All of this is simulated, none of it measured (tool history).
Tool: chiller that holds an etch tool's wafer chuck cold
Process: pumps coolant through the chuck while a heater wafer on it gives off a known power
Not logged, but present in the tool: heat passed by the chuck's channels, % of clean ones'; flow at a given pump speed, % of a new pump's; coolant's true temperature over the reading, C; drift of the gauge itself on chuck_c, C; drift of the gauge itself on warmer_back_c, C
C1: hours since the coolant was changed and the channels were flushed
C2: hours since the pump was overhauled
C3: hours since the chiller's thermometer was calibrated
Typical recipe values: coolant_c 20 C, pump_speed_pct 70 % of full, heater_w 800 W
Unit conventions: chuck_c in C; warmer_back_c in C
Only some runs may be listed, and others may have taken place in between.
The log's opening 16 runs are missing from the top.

run 17 hour=1232.4 | coolant_c=26 pump_speed_pct=88 heater_w=890 | C1=1231 C2=3154 C3=481 | chuck_c=33.6 warmer_back_c=2.63
run 18 hour=1292.7 | coolant_c=20 pump_speed_pct=95 heater_w=1060 | C1=1292 C2=3215 C3=541 | chuck_c=28.7 warmer_back_c=2.89
run 19 hour=1383.5 | coolant_c=20 pump_speed_pct=95 heater_w=1060 | C1=1382 C2=3305 C3=632 | chuck_c=28.5 warmer_back_c=2.84
run 20 hour=1471.2 | coolant_c=20 pump_speed_pct=70 heater_w=601 | C1=1470 C2=3393 C3=720 | chuck_c=26 warmer_back_c=2.18
run 21 hour=1550.8 | coolant_c=17 pump_speed_pct=89 heater_w=495 | C1=1550 C2=3473 C3=800 | chuck_c=21.3 warmer_back_c=1.39
run 22 hour=1609.9 | coolant_c=17 pump_speed_pct=77 heater_w=490 | C1=1609 C2=3532 C3=859 | chuck_c=21.7 warmer_back_c=1.56
run 23 hour=1656.8 | coolant_c=17 pump_speed_pct=77 heater_w=490 | C1=1656 C2=3579 C3=906 | chuck_c=21.6 warmer_back_c=1.52
run 24 hour=1751.7 | coolant_c=17 pump_speed_pct=77 heater_w=490 | C1=1751 C2=3674 C3=1000 | chuck_c=21.9 warmer_back_c=1.5
run 25 hour=1845 | coolant_c=21 pump_speed_pct=72 heater_w=631 | C1=1844 C2=3767 C3=1094 | chuck_c=27.4 warmer_back_c=2.23
run 26 hour=1937 | coolant_c=20 pump_speed_pct=77 heater_w=800 | C1=1936 C2=3859 C3=1186 | chuck_c=27.3 warmer_back_c=2.65
run 27 hour=1986.7 | coolant_c=12 pump_speed_pct=65 heater_w=779 | C1=1986 C2=3909 C3=1235 | chuck_c=20.1 warmer_back_c=3.07
run 28 hour=2081.4 | coolant_c=12 pump_speed_pct=65 heater_w=779 | C1=2080 C2=4003 C3=1330 | chuck_c=20.2 warmer_back_c=3.07
run 29 hour=2133.4 | coolant_c=19 pump_speed_pct=66 heater_w=656 | C1=2132 C2=4055 C3=1382 | chuck_c=25.7 warmer_back_c=2.46
run 30 hour=2186 | coolant_c=19 pump_speed_pct=66 heater_w=656 | C1=2185 C2=4108 C3=1435 | chuck_c=25.8 warmer_back_c=2.49
-- hour=2276.2 gauge calibrated
run 31 hour=2286 | coolant_c=20 pump_speed_pct=70 heater_w=687 | C1=2285 C2=4208 C3=1535 | chuck_c=26.8 warmer_back_c=2.71

Each row is a separate what-if for the run after 31, all from the same tool condition, not one after another. Results?
run A hour=2374.4 | coolant_c=20 pump_speed_pct=70 heater_w=1133 | C1=2373 C2=4296 C3=1623 | chuck_c=? warmer_back_c=?
run B hour=2374.4 | coolant_c=15 pump_speed_pct=70 heater_w=687 | C1=2373 C2=4296 C3=1623 | chuck_c=? warmer_back_c=?
run C hour=2374.4 | coolant_c=17 pump_speed_pct=89 heater_w=687 | C1=2373 C2=4296 C3=1623 | chuck_c=? warmer_back_c=?
run D hour=2374.4 | coolant_c=30 pump_speed_pct=88 heater_w=431 | C1=2373 C2=4296 C3=1623 | chuck_c=? warmer_back_c=?

run=A chuck_c=31.2 warmer_back_c=4.49
run=B chuck_c=21.9 warmer_back_c=2.7
run=C chuck_c=23 warmer_back_c=2.05
run=D chuck_c=33.8 warmer_back_c=1.37
Had the tool no hidden state, the same runs would have come out as:
run=A chuck_c=31.2 warmer_back_c=4.5
run=B chuck_c=21.9 warmer_back_c=2.71
run=C chuck_c=23 warmer_back_c=2.06
run=D chuck_c=33.8 warmer_back_c=1.39
